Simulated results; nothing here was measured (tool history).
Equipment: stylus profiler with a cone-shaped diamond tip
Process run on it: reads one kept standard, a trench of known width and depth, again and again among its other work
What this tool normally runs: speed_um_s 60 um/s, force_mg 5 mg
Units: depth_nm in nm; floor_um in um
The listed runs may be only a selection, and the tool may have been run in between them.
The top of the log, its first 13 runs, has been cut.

run 14 hour=205.2 | speed_um_s=60 force_mg=5 | depth_nm=101.55 floor_um=98.55
run 15 hour=226.5 | speed_um_s=60 force_mg=5 | depth_nm=101.57 floor_um=98.59
run 16 hour=243.9 | speed_um_s=60 force_mg=12.25 | depth_nm=102.93 floor_um=98.63
run 17 hour=256.2 | speed_um_s=60 force_mg=5 | depth_nm=101.54 floor_um=98.56
run 18 hour=273.8 | speed_um_s=60 force_mg=5 | depth_nm=101.56 floor_um=98.59
run 19 hour=284.3 | speed_um_s=66 force_mg=5 | depth_nm=101.54 floor_um=98.56
run 20 hour=297.9 | speed_um_s=66 force_mg=5 | depth_nm=101.62 floor_um=98.56
run 21 hour=317.4 | speed_um_s=89 force_mg=1.82 | depth_nm=100.6 floor_um=98.4
run 22 hour=335.9 | speed_um_s=32 force_mg=3.36 | depth_nm=101.23 floor_um=98.58
run 23 hour=353.8 | speed_um_s=32 force_mg=3.36 | depth_nm=101.14 floor_um=98.6
run 24 hour=365.2 | speed_um_s=18 force_mg=4.16 | depth_nm=101.34 floor_um=98.63
run 25 hour=377.7 | speed_um_s=19 force_mg=11.36 | depth_nm=102.82 floor_um=98.68
run 26 hour=392.7 | speed_um_s=60 force_mg=13.2 | depth_nm=103.1 floor_um=98.56
run 27 hour=412.9 | speed_um_s=21 force_mg=2.88 | depth_nm=101.04 floor_um=98.6
run 28 hour=422.1 | speed_um_s=21 force_mg=2.1 | depth_nm=100.81 floor_um=98.58
run 29 hour=442.4 | speed_um_s=21 force_mg=2.1 | depth_nm=100.82 floor_um=98.6
run 30 hour=460.9 | speed_um_s=21 force_mg=2.1 | depth_nm=100.83 floor_um=98.59
run 31 hour=481.4 | speed_um_s=195 force_mg=3.1 | depth_nm=101.03 floor_um=98.22
run 32 hour=490.8 | speed_um_s=216 force_mg=3.87 | depth_nm=101.33 floor_um=98.28
run 33 hour=512.6 | speed_um_s=39 force_mg=4.53 | depth_nm=101.43 floor_um=98.62
run 34 hour=534.5 | speed_um_s=16 force_mg=5.05 | depth_nm=101.58 floor_um=98.58

Run 35 comes next. What will it give?
run 35 hour=551 | speed_um_s=236 force_mg=4.05 | depth_nm=? floor_um=?

depth_nm: 101.41 nm
floor_um: 98.26 um
If the tool had no hidden condition, the same run with the same run-to-run variation would have returned depth_nm 101.59 nm, floor_um 98.38 um.
